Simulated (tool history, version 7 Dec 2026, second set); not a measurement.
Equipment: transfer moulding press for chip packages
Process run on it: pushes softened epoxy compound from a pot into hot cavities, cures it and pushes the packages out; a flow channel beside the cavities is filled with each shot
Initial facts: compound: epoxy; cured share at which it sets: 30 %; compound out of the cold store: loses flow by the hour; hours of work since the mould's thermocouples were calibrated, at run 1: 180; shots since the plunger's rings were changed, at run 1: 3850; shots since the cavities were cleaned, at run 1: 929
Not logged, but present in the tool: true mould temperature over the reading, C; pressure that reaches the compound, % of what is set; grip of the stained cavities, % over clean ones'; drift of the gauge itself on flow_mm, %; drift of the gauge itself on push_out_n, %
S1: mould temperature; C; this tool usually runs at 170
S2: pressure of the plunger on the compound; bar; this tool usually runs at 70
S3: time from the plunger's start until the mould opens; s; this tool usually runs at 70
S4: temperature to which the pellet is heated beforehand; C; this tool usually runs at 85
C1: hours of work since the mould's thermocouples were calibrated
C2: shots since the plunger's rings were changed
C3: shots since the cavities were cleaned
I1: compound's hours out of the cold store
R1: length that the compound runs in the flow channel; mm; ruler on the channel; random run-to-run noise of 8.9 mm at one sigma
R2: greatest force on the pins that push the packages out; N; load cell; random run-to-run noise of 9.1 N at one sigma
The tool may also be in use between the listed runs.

Run 1, hour 0: usual settings; C1 180; C2 3850; C3 929; I1 33.6. Result: R1 925 mm, R2 401 N.
At hour 17.5: cavities cleaned with cleaning compound and waxed.
Run 2, hour 40.6: usual settings; C1 202; C2 4340; C3 289; I1 45.8. Result: R1 892 mm, R2 381 N.
Run 3, hour 70.7: usual settings; C1 218; C2 4717; C3 666; I1 46. Result: R1 895 mm, R2 386 N.
At hour 94.3: plunger's sealing rings changed.
At hour 108.3: cavities cleaned with cleaning compound and waxed.
Run 4, hour 127.6: usual settings; C1 247; C2 399; C3 242; I1 9.4. Result: R1 1043 mm, R2 420 N.
Run 5, hour 166.1: usual settings; C1 269; C2 883; C3 726; I1 25.8. Result: R1 989 mm, R2 412 N.
At hour 199.5: cavities cleaned with cleaning compound and waxed.
Run 6, hour 208: usual settings; C1 291; C2 1389; C3 107; I1 35.3. Result: R1 938 mm, R2 391 N.
Run 7, hour 241.9: usual settings; C1 309; C2 1814; C3 532; I1 17.9. Result: R1 1001 mm, R2 409 N.
Run 8, hour 272: usual settings; C1 326; C2 2191; C3 909; I1 32.9. Result: R1 951 mm, R2 392 N.
At hour 288.9: cavities cleaned with cleaning compound and waxed.
Run 9, hour 326: usual settings; C1 355; C2 2850; C3 466; I1 18.3. Result: R1 993 mm, R2 411 N.
At hour 377: cavities cleaned with cleaning compound and waxed.
Run 10, hour 381.8: usual settings; C1 385; C2 3531; C3 60; I1 29.8. Result: R1 955 mm, R2 403 N.
Run 11, hour 409.4: usual settings; C1 400; C2 3877; C3 406; I1 47.1. Result: R1 893 mm, R2 398 N.
Run 12, hour 457.1: usual settings but S4 76 C; C1 426; C2 4475; C3 1004; I1 20.7. Result: R1 1000 mm, R2 415 N.
At hour 468.4: cavities cleaned with cleaning compound and waxed.
At hour 475.4: mould's thermocouples calibrated.
At hour 504.8: plunger's sealing rings changed.
Run 13, hour 516.8: usual settings but S4 76 C; C1 21; C2 151; C3 552; I1 45.1. Result: R1 897 mm, R2 408 N.
Run 14, hour 547.5: usual settings but S4 94 C; C1 38; C2 535; C3 936; I1 14.3. Result: R1 1015 mm, R2 426 N.
At hour 560.8: cavities cleaned with cleaning compound and waxed.
Run 15, hour 609: usual settings but S1 165 C, S4 94 C; C1 71; C2 1287; C3 604; I1 43. Result: R1 920 mm, R2 478 N.
At hour 650: cavities cleaned with cleaning compound and waxed.
Run 16, hour 671.1: usual settings but S1 167 C, S4 94 C; C1 104; C2 2048; C3 265; I1 19.4. Result: R1 1012 mm, R2 458 N.
Run 17, hour 731.4: usual settings but S1 167 C, S2 68.5 bar, S4 90 C; C1 138; C2 2804; C3 1021; I1 12.5. Result: R1 1034 mm, R2 477 N.
At hour 738: cavities cleaned with cleaning compound and waxed.
Run 18, hour 790.1: usual settings but S1 167 C, S2 57.8 bar, S3 103 s, S4 90 C; C1 169; C2 3522; C3 655; I1 25.4. Result: R1 897 mm, R2 343 N.
At hour 830: cavities cleaned with cleaning compound and waxed.
Run 19, hour 830.9: usual settings but S1 167 C, S3 95 s, S4 81 C; C1 191; C2 4014; C3 11; I1 13.7. Result: R1 1039 mm, R2 365 N.
Run 20, hour 872.6: usual settings but S1 167 C, S3 95 s, S4 81 C; C1 213; C2 4537; C3 534; I1 47.2. Result: R1 894 mm, R2 354 N.
Run 21, hour 901: usual settings but S1 167 C, S3 95 s, S4 81 C; C1 229; C2 4893; C3 890; I1 23.2. Result: R1 980 mm, R2 351 N.
At hour 910.7: plunger's sealing rings changed.
At hour 921.8: cavities cleaned with cleaning compound and waxed.
Run 22, hour 942.1: usual settings but S3 71 s; C1 249; C2 375; C3 255; I1 47.2. Result: R1 893 mm, R2 403 N.
Run 23, hour 978.3: usual settings but S1 168 C, S2 68.5 bar, S3 82 s, S4 81 C; C1 269; C2 829; C3 709; I1 24.8. Result: R1 990 mm, R2 367 N.
At hour 1009.1: cavities cleaned with cleaning compound and waxed.
Run 24, hour 1039.8: usual settings but S2 53.6 bar, S3 73 s; C1 302; C2 1581; C3 385; I1 20.5. Result: R1 879 mm, R2 380 N.
Run 25, hour 1082.2: usual settings but S2 53.6 bar, S3 73 s; C1 326; C2 2114; C3 918; I1 33.8. Result: R1 824 mm, R2 382 N.
At hour 1096.1: cavities cleaned with cleaning compound and waxed.
Run 26, hour 1123.3: usual settings but S3 51 s, S4 82 C; C1 347; C2 2611; C3 342; I1 12.3. Result: R1 1024 mm, R2 768 N.
Run 27, hour 1158.8: usual settings but S3 51 s, S4 82 C; C1 367; C2 3056; C3 787; I1 47.1. Result: R1 873 mm, R2 672 N.
At hour 1183.5: cavities cleaned with cleaning compound and waxed.
Run 28, hour 1190.6: usual settings but S1 166 C, S4 78 C; C1 383; C2 3435; C3 89; I1 21. Result: R1 1017 mm, R2 496 N.

Here are 4 independent what-if runs from the current tool condition. What would each one return?
Run A, hour 1216.1: usual settings but S2 60.4 bar; C1 397; C2 3755; C3 409; I1 8.4. Result: R1 ?, R2 ?.
Run B, hour 1216.1: usual settings but S1 173 C, S2 59.2 bar, S4 78 C; C1 397; C2 3755; C3 409; I1 41.4. Result: R1 ?, R2 ?.
Run C, hour 1216.1: usual settings but S4 78 C; C1 397; C2 3755; C3 409; I1 16.5. Result: R1 ?, R2 ?.
Run D, hour 1216.1: usual settings but S1 166 C, S3 57 s, S4 78 C; C1 397; C2 3755; C3 409; I1 17.4. Result: R1 ?, R2 ?.

run    R1   R2
  A   986  413
  B   839  357
  C  1023  419
  D  1033  774
With no hidden state in the tool, these same runs would have given:
run    R1   R2
  A   987  410
  B   840  355
  C  1024  416
  D  1034  769

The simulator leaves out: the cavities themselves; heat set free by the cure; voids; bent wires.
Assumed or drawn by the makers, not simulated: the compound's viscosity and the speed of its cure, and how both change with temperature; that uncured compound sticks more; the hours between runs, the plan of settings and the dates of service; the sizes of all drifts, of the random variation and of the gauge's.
